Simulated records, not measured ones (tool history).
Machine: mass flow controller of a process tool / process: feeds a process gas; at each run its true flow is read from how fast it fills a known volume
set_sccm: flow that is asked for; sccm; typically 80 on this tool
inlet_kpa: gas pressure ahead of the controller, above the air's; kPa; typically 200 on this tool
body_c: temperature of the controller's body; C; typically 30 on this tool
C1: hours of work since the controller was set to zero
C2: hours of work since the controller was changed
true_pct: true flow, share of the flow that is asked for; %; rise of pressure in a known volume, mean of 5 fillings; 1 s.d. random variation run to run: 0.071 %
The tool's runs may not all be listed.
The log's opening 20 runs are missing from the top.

Run 21, day 218.821: usual settings but inlet_kpa 155 kPa; C1 1767; C2 1767. Result: true_pct 100.38 %.
Run 22, day 227.883: usual settings but set_sccm 15 sccm, inlet_kpa 244 kPa; C1 1873; C2 1873. Result: true_pct 97.92 %.
Run 23, day 238.092: usual settings but set_sccm 86 sccm, inlet_kpa 201 kPa, body_c 31 C; C1 1992; C2 1992. Result: true_pct 100.6 %.
Run 24, day 247.725: usual settings but set_sccm 33 sccm; C1 2104; C2 2104. Result: true_pct 99.05 %.
Run 25, day 256.525: usual settings but inlet_kpa 266 kPa; C1 2207; C2 2207. Result: true_pct 100.1 %.
Run 26, day 267.429: usual settings but inlet_kpa 158 kPa, body_c 27 C; C1 2335; C2 2335. Result: true_pct 100.89 %.
Run 27, day 282.517: usual settings but set_sccm 72 sccm, inlet_kpa 235 kPa, body_c 39 C; C1 2511; C2 2511. Result: true_pct 100.7 %.
Run 28, day 294.229: usual settings but set_sccm 81 sccm, inlet_kpa 264 kPa, body_c 24 C; C1 2648; C2 2648. Result: true_pct 100.35 %.
Run 29, day 306.312: usual settings but set_sccm 12 sccm, inlet_kpa 206 kPa, body_c 37 C; C1 2789; C2 2789. Result: true_pct 99.22 %.
Run 30, day 319.112: usual settings but set_sccm 30 sccm, inlet_kpa 201 kPa, body_c 21 C; C1 2939; C2 2939. Result: true_pct 99.31 %.
Run 31, day 326.404: usual settings but set_sccm 46 sccm, inlet_kpa 167 kPa, body_c 31 C; C1 3024; C2 3024. Result: true_pct 100.49 %.
Run 32, day 336.462: usual settings but set_sccm 22 sccm, inlet_kpa 238 kPa, body_c 28 C; C1 3141; C2 3141. Result: true_pct 99.31 %.
Run 33, day 350.721: usual settings but set_sccm 72 sccm, inlet_kpa 214 kPa, body_c 29 C; C1 3308; C2 3308. Result: true_pct 101.02 %.
Run 34, day 358.812: usual settings but inlet_kpa 214 kPa, body_c 38 C; C1 3403; C2 3403. Result: true_pct 101.81 %.
Run 35, day 369.2: usual settings but inlet_kpa 214 kPa, body_c 38 C; C1 3524; C2 3524. Result: true_pct 101.95 %.
Run 36, day 376.142: usual settings but inlet_kpa 214 kPa, body_c 38 C; C1 3605; C2 3605. Result: true_pct 102.05 %.
Run 37, day 386.267: usual settings but inlet_kpa 214 kPa, body_c 38 C; C1 3723; C2 3723. Result: true_pct 102.02 %.
Run 38, day 393.021: usual settings but set_sccm 44 sccm, inlet_kpa 214 kPa, body_c 24 C; C1 3802; C2 3802. Result: true_pct 100.66 %.
Run 39, day 400.808: usual settings but set_sccm 47 sccm, body_c 36 C; C1 3893; C2 3893. Result: true_pct 101.27 %.
Run 40, day 408.417: usual settings but set_sccm 47 sccm, body_c 36 C; C1 3982; C2 3982. Result: true_pct 101.31 %.

Branching from run 40: 3 alternative next runs. What would each branch give?
Run A, day 415.862: usual settings but inlet_kpa 167 kPa; C1 4069; C2 4069. Result: true_pct ?.
Run B, day 415.862: usual settings but set_sccm 53 sccm, inlet_kpa 218 kPa, body_c 34 C; C1 4069; C2 4069. Result: true_pct ?.
Run C, day 415.862: usual settings but inlet_kpa 158 kPa; C1 4069; C2 4069. Result: true_pct ?.

run  true_pct
  A    102.48
  B     101.5
  C    102.34
Had the tool no hidden state, the same runs would have come out as:
run  true_pct
  A     99.82
  B     98.87
  C     99.68

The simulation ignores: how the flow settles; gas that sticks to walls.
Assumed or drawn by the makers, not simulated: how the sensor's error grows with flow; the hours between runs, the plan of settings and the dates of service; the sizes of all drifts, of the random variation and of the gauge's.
